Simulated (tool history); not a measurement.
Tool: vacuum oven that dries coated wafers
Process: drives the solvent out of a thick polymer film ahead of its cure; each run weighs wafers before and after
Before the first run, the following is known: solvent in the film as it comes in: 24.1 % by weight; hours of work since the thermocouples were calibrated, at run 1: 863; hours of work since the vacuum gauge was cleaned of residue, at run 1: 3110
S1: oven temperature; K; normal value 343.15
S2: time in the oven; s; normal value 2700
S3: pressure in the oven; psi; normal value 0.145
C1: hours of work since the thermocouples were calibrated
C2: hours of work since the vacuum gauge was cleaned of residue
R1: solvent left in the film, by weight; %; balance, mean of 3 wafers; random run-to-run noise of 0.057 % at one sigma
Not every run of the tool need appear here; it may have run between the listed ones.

run 1 hour=0.0 | S1=343.15 S2=2700 S3=0.145 | C1=863 C2=3110 | R1=4.09
run 2 hour=83.4 | S1=343.15 S2=2700 S3=0.161 | C1=915 C2=3162 | R1=4.03
run 3 hour=182.1 | S1=343.15 S2=3180 S3=0.161 | C1=978 C2=3225 | R1=3.29
run 4 hour=297.6 | S1=343.15 S2=2700 S3=0.145 | C1=1050 C2=3298 | R1=4.03
run 5 hour=379.9 | S1=343.15 S2=1620 S3=0.145 | C1=1102 C2=3350 | R1=7.11
-- hour=392.6 vacuum gauge cleaned of residue and calibrated
run 6 hour=434.8 | S1=343.15 S2=1620 S3=0.145 | C1=1136 C2=27 | R1=6.50
run 7 hour=555.1 | S1=343.15 S2=2700 S3=0.145 | C1=1212 C2=103 | R1=3.19
run 8 hour=653.3 | S1=343.15 S2=2700 S3=0.145 | C1=1274 C2=165 | R1=3.24
run 9 hour=756.1 | S1=343.15 S2=2700 S3=0.109 | C1=1339 C2=229 | R1=2.92
-- hour=808.2 oven's thermocouples calibrated
run 10 hour=871.8 | S1=343.15 S2=2700 S3=0.109 | C1=40 C2=301 | R1=4.09
run 11 hour=967.6 | S1=343.15 S2=2700 S3=0.109 | C1=101 C2=362 | R1=4.07
run 12 hour=1055.9 | S1=343.15 S2=2700 S3=0.123 | C1=156 C2=417 | R1=4.09
run 13 hour=1167.0 | S1=343.15 S2=2700 S3=0.145 | C1=227 C2=488 | R1=3.98
run 14 hour=1226.9 | S1=341.15 S2=2700 S3=0.177 | C1=264 C2=525 | R1=4.98
run 15 hour=1344.5 | S1=350.15 S2=4800 S3=0.145 | C1=339 C2=600 | R1=0.65
run 16 hour=1417.7 | S1=350.15 S2=4800 S3=0.145 | C1=385 C2=646 | R1=0.59
run 17 hour=1490.0 | S1=350.15 S2=4800 S3=0.145 | C1=430 C2=692 | R1=0.67
run 18 hour=1543.3 | S1=330.15 S2=3180 S3=0.107 | C1=464 C2=725 | R1=8.50
run 19 hour=1625.6 | S1=337.15 S2=1320 S3=0.569 | C1=516 C2=777 | R1=12.45
run 20 hour=1745.9 | S1=351.15 S2=1500 S3=0.145 | C1=592 C2=853 | R1=4.40
run 21 hour=1799.8 | S1=334.15 S2=4320 S3=0.191 | C1=626 C2=887 | R1=4.83
run 22 hour=1862.7 | S1=356.15 S2=1320 S3=0.442 | C1=666 C2=927 | R1=3.85
run 23 hour=1977.9 | S1=356.15 S2=2400 S3=0.335 | C1=738 C2=1000 | R1=1.40
run 24 hour=2043.5 | S1=356.15 S2=2400 S3=0.335 | C1=780 C2=1041 | R1=1.37
run 25 hour=2122.7 | S1=334.15 S2=1980 S3=0.281 | C1=830 C2=1091 | R1=10.07

4 ways to go on from here, each from the tool as it stands after run 25. What would each give?
run A hour=2182.4 | S1=335.15 S2=1980 S3=0.281 | C1=868 C2=1129 | R1=?
run B hour=2182.4 | S1=343.15 S2=3180 S3=0.315 | C1=868 C2=1129 | R1=?
run C hour=2182.4 | S1=349.15 S2=2520 S3=0.281 | C1=868 C2=1129 | R1=?
run D hour=2182.4 | S1=334.15 S2=1980 S3=0.347 | C1=868 C2=1129 | R1=?

run=A R1=9.54
run=B R1=3.35
run=C R1=2.53
run=D R1=10.22
Stripped of hidden state, with their random variation kept, the same runs would have yielded:
run=A R1=10.20
run=B R1=3.78
run=C R1=2.89
run=D R1=10.89
